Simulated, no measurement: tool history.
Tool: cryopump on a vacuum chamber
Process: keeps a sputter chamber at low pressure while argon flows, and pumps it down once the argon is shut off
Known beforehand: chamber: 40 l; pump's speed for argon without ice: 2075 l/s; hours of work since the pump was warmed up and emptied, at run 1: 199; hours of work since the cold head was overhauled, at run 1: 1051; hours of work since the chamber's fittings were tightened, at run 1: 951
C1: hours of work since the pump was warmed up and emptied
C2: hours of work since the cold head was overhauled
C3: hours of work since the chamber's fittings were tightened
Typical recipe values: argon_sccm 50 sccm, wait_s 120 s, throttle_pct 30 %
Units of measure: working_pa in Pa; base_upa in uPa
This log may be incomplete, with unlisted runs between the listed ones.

Run 1, hour 0: usual settings; C1 199; C2 1051; C3 951. Result: working_pa 0.1388 Pa, base_upa 0.85 uPa.
Run 2, hour 29.4: usual settings but argon_sccm 24 sccm; C1 218; C2 1071; C3 970. Result: working_pa 0.0671 Pa, base_upa 0.86 uPa.
Run 3, hour 66.2: usual settings but argon_sccm 27 sccm; C1 242; C2 1095; C3 994. Result: working_pa 0.0752 Pa, base_upa 0.83 uPa.
Run 4, hour 99.4: usual settings but wait_s 39 s; C1 264; C2 1117; C3 1016. Result: working_pa 0.1393 Pa, base_upa 1.39 uPa.
Run 5, hour 121.4: usual settings but wait_s 39 s; C1 279; C2 1131; C3 1031. Result: working_pa 0.1398 Pa, base_upa 1.42 uPa.
Run 6, hour 172.2: usual settings but argon_sccm 35 sccm; C1 312; C2 1164; C3 1064. Result: working_pa 0.0982 Pa, base_upa 0.93 uPa.
Run 7, hour 205: usual settings but argon_sccm 35 sccm; C1 333; C2 1186; C3 1085. Result: working_pa 0.0983 Pa, base_upa 0.94 uPa.
Run 8, hour 245.6: usual settings but argon_sccm 23 sccm; C1 360; C2 1212; C3 1112. Result: working_pa 0.0647 Pa, base_upa 0.97 uPa.
Run 9, hour 290.7: usual settings but argon_sccm 23 sccm; C1 389; C2 1242; C3 1141. Result: working_pa 0.0656 Pa, base_upa 0.95 uPa.
Run 10, hour 341: usual settings but argon_sccm 23 sccm; C1 422; C2 1275; C3 1174. Result: working_pa 0.0643 Pa, base_upa 1.01 uPa.
Run 11, hour 369.4: usual settings but wait_s 46 s; C1 441; C2 1293; C3 1193. Result: working_pa 0.1419 Pa, base_upa 1.36 uPa.
Run 12, hour 418.5: usual settings but argon_sccm 47 sccm, wait_s 46 s; C1 473; C2 1326; C3 1225. Result: working_pa 0.1352 Pa, base_upa 1.45 uPa.
Run 13, hour 450.9: usual settings but argon_sccm 47 sccm, wait_s 46 s; C1 494; C2 1347; C3 1246. Result: working_pa 0.1342 Pa, base_upa 1.39 uPa.
Run 14, hour 474.3: usual settings but argon_sccm 47 sccm, wait_s 46 s; C1 510; C2 1362; C3 1262. Result: working_pa 0.1339 Pa, base_upa 1.46 uPa.
Run 15, hour 522.8: usual settings but argon_sccm 41 sccm, wait_s 59 s, throttle_pct 16 %; C1 542; C2 1394; C3 1294. Result: working_pa 0.214 Pa, base_upa 1.38 uPa.
Run 16, hour 576.7: usual settings but argon_sccm 41 sccm, wait_s 59 s, throttle_pct 52 %; C1 577; C2 1429; C3 1329. Result: working_pa 0.0715 Pa, base_upa 1.32 uPa.
Run 17, hour 616.7: usual settings but wait_s 187 s, throttle_pct 33 %; C1 603; C2 1456; C3 1355. Result: working_pa 0.1331 Pa, base_upa 1.09 uPa.
Run 18, hour 646: usual settings but argon_sccm 83 sccm, wait_s 87 s, throttle_pct 20 %; C1 622; C2 1475; C3 1374. Result: working_pa 0.3523 Pa, base_upa 1.26 uPa.
Run 19, hour 683.6: usual settings but wait_s 226 s, throttle_pct 29 %; C1 647; C2 1499; C3 1399. Result: working_pa 0.1499 Pa, base_upa 1.04 uPa.
Run 20, hour 716.2: usual settings but argon_sccm 23 sccm, wait_s 174 s, throttle_pct 29 %; C1 668; C2 1521; C3 1420. Result: working_pa 0.0686 Pa, base_upa 1.17 uPa.
Run 21, hour 751.9: usual settings but argon_sccm 24 sccm, wait_s 22 s, throttle_pct 52 %; C1 692; C2 1544; C3 1444. Result: working_pa 0.0426 Pa, base_upa 2.3 uPa.
Run 22, hour 781: usual settings but argon_sccm 93 sccm, wait_s 34 s, throttle_pct 52 %; C1 711; C2 1563; C3 1463. Result: working_pa 0.1667 Pa, base_upa 1.88 uPa.
Run 23, hour 807.4: usual settings but wait_s 234 s, throttle_pct 16 %; C1 728; C2 1580; C3 1480. Result: working_pa 0.2666 Pa, base_upa 1.18 uPa.
Run 24, hour 836.6: usual settings but argon_sccm 76 sccm, wait_s 252 s, throttle_pct 55 %; C1 747; C2 1600; C3 1499. Result: working_pa 0.1304 Pa, base_upa 1.15 uPa.
Run 25, hour 866.8: usual settings but argon_sccm 32 sccm, wait_s 252 s, throttle_pct 55 %; C1 767; C2 1619; C3 1519. Result: working_pa 0.054 Pa, base_upa 1.17 uPa.
Run 26, hour 900.7: usual settings but argon_sccm 88 sccm, wait_s 89 s; C1 789; C2 1642; C3 1541. Result: working_pa 0.2619 Pa, base_upa 1.36 uPa.
Run 27, hour 946.3: usual settings but argon_sccm 88 sccm, wait_s 89 s; C1 819; C2 1672; C3 1571. Result: working_pa 0.2623 Pa, base_upa 1.43 uPa.

Had the tool no unlogged condition, and each run kept its random variation, what would the results have been?
The tool's hidden condition here consists of: pump's speed, % of a pump's without ice; cold plate's temperature, K; leak into the chamber, uPa l/s; drift of the gauge itself on working_pa, %; drift of the gauge itself on base_upa, %.
run  working_pa  base_upa
  1      0.1355      0.38
  2      0.0654      0.39
  3      0.0731      0.34
  4      0.1351      0.87
  5      0.1354       0.9
  6      0.0948      0.37
  7      0.0947      0.37
  8      0.0622      0.39
  9      0.0629      0.37
 10      0.0614      0.39
 11      0.1353      0.73
 12      0.1285      0.78
 13      0.1273      0.73
 14      0.1268      0.75
 15      0.2075      0.65
 16      0.0644      0.59
 17      0.1241       0.3
 18      0.3369      0.47
 19      0.1402      0.25
 20      0.0639      0.34
 21      0.0375      1.45
 22      0.1465      1.01
 23      0.2554      0.27
 24       0.113      0.26
 25      0.0465      0.25
 26      0.2404      0.45
 27      0.2399      0.48
